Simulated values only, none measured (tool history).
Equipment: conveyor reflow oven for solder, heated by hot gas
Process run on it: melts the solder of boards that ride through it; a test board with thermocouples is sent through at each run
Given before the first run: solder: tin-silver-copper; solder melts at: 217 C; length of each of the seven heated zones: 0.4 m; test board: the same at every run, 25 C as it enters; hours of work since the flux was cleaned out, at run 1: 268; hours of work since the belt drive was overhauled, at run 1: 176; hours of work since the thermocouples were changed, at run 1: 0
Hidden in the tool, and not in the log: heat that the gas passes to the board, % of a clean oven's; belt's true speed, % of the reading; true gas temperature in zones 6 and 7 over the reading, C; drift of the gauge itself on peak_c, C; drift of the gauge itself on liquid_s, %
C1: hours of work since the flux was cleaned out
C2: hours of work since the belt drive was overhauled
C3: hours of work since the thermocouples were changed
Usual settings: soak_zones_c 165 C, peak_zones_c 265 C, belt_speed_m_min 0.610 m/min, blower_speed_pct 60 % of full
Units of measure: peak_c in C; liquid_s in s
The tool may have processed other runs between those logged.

{"run": 1, "hour": 0.0, "soak_zones_c": 165, "peak_zones_c": 265, "belt_speed_m_min": 0.61, "blower_speed_pct": 60, "C1": 268, "C2": 176, "C3": 0, "peak_c": 249.7, "liquid_s": 54.7}
{"run": 2, "hour": 7.9, "soak_zones_c": 165, "peak_zones_c": 265, "belt_speed_m_min": 0.61, "blower_speed_pct": 60, "C1": 274, "C2": 182, "C3": 6, "peak_c": 249.9, "liquid_s": 54.7}
{"run": 3, "hour": 18.7, "soak_zones_c": 165, "peak_zones_c": 265, "belt_speed_m_min": 0.61, "blower_speed_pct": 60, "C1": 281, "C2": 190, "C3": 14, "peak_c": 249.6, "liquid_s": 54.7}
{"run": 4, "hour": 29.1, "soak_zones_c": 165, "peak_zones_c": 265, "belt_speed_m_min": 0.61, "blower_speed_pct": 60, "C1": 289, "C2": 197, "C3": 21, "peak_c": 250.0, "liquid_s": 54.8}
{"run": 5, "hour": 37.3, "soak_zones_c": 170, "peak_zones_c": 265, "belt_speed_m_min": 0.61, "blower_speed_pct": 60, "C1": 295, "C2": 203, "C3": 27, "peak_c": 250.3, "liquid_s": 57.0}
{"run": 6, "hour": 48.3, "soak_zones_c": 170, "peak_zones_c": 265, "belt_speed_m_min": 0.61, "blower_speed_pct": 60, "C1": 303, "C2": 211, "C3": 35, "peak_c": 250.4, "liquid_s": 56.6}
{"run": 7, "hour": 64.1, "soak_zones_c": 170, "peak_zones_c": 265, "belt_speed_m_min": 0.61, "blower_speed_pct": 60, "C1": 315, "C2": 223, "C3": 47, "peak_c": 250.0, "liquid_s": 57.0}
{"run": 8, "hour": 75.1, "soak_zones_c": 170, "peak_zones_c": 265, "belt_speed_m_min": 0.61, "blower_speed_pct": 60, "C1": 323, "C2": 231, "C3": 55, "peak_c": 250.1, "liquid_s": 56.5}
{"run": 9, "hour": 90.0, "soak_zones_c": 165, "peak_zones_c": 265, "belt_speed_m_min": 0.61, "blower_speed_pct": 60, "C1": 334, "C2": 242, "C3": 66, "peak_c": 249.0, "liquid_s": 54.2}
{"run": 10, "hour": 104.0, "soak_zones_c": 165, "peak_zones_c": 265, "belt_speed_m_min": 0.61, "blower_speed_pct": 60, "C1": 344, "C2": 252, "C3": 76, "peak_c": 249.4, "liquid_s": 54.2}
{"hour": 109.7, "done": "belt drive overhauled, speed set with a stopwatch"}
{"run": 11, "hour": 120.7, "soak_zones_c": 165, "peak_zones_c": 265, "belt_speed_m_min": 0.61, "blower_speed_pct": 60, "C1": 353, "C2": 8, "C3": 85, "peak_c": 249.0, "liquid_s": 54.0}
{"run": 12, "hour": 129.3, "soak_zones_c": 165, "peak_zones_c": 265, "belt_speed_m_min": 0.61, "blower_speed_pct": 60, "C1": 359, "C2": 14, "C3": 91, "peak_c": 249.0, "liquid_s": 53.9}
{"run": 13, "hour": 141.5, "soak_zones_c": 165, "peak_zones_c": 265, "belt_speed_m_min": 0.61, "blower_speed_pct": 60, "C1": 368, "C2": 23, "C3": 100, "peak_c": 248.7, "liquid_s": 53.8}
{"hour": 150.8, "done": "flux residue cleaned out of gas plates and filters"}
{"run": 14, "hour": 157.5, "soak_zones_c": 165, "peak_zones_c": 265, "belt_speed_m_min": 0.61, "blower_speed_pct": 60, "C1": 5, "C2": 31, "C3": 108, "peak_c": 251.1, "liquid_s": 56.4}
{"run": 15, "hour": 170.5, "soak_zones_c": 165, "peak_zones_c": 265, "belt_speed_m_min": 0.61, "blower_speed_pct": 60, "C1": 14, "C2": 41, "C3": 118, "peak_c": 250.9, "liquid_s": 56.5}
{"hour": 176.2, "done": "belt drive overhauled, speed set with a stopwatch, once more"}
{"run": 16, "hour": 192.2, "soak_zones_c": 166, "peak_zones_c": 265, "belt_speed_m_min": 0.61, "blower_speed_pct": 60, "C1": 27, "C2": 12, "C3": 131, "peak_c": 251.2, "liquid_s": 56.0}
{"run": 17, "hour": 210.0, "soak_zones_c": 165, "peak_zones_c": 270, "belt_speed_m_min": 0.691, "blower_speed_pct": 71, "C1": 40, "C2": 25, "C3": 144, "peak_c": 253.7, "liquid_s": 50.4}
{"run": 18, "hour": 219.9, "soak_zones_c": 165, "peak_zones_c": 270, "belt_speed_m_min": 0.691, "blower_speed_pct": 65, "C1": 47, "C2": 32, "C3": 151, "peak_c": 252.2, "liquid_s": 49.2}
{"run": 19, "hour": 227.9, "soak_zones_c": 165, "peak_zones_c": 273, "belt_speed_m_min": 0.691, "blower_speed_pct": 65, "C1": 53, "C2": 38, "C3": 157, "peak_c": 254.5, "liquid_s": 50.8}
{"run": 20, "hour": 242.3, "soak_zones_c": 165, "peak_zones_c": 273, "belt_speed_m_min": 0.691, "blower_speed_pct": 65, "C1": 64, "C2": 48, "C3": 167, "peak_c": 254.4, "liquid_s": 50.6}
{"run": 21, "hour": 251.6, "soak_zones_c": 165, "peak_zones_c": 254, "belt_speed_m_min": 0.61, "blower_speed_pct": 60, "C1": 71, "C2": 55, "C3": 174, "peak_c": 240.1, "liquid_s": 46.5}
{"run": 22, "hour": 262.2, "soak_zones_c": 164, "peak_zones_c": 278, "belt_speed_m_min": 0.679, "blower_speed_pct": 84, "C1": 78, "C2": 63, "C3": 182, "peak_c": 263.5, "liquid_s": 57.0}
{"run": 23, "hour": 274.7, "soak_zones_c": 173, "peak_zones_c": 277, "belt_speed_m_min": 0.61, "blower_speed_pct": 60, "C1": 87, "C2": 72, "C3": 191, "peak_c": 262.1, "liquid_s": 65.8}

What does the tool deliver on the next run?
{"run": 24, "hour": 286.4, "soak_zones_c": 169, "peak_zones_c": 274, "belt_speed_m_min": 0.502, "blower_speed_pct": 88, "C1": 96, "C2": 80, "C3": 199, "peak_c": "?", "liquid_s": "?"}

{"run 24": {"peak_c": 267.4, "liquid_s": 83.7}}
The same run, on a tool lacking any hidden state, would have yielded peak_c 268.5 C, liquid_s 84.3 s.
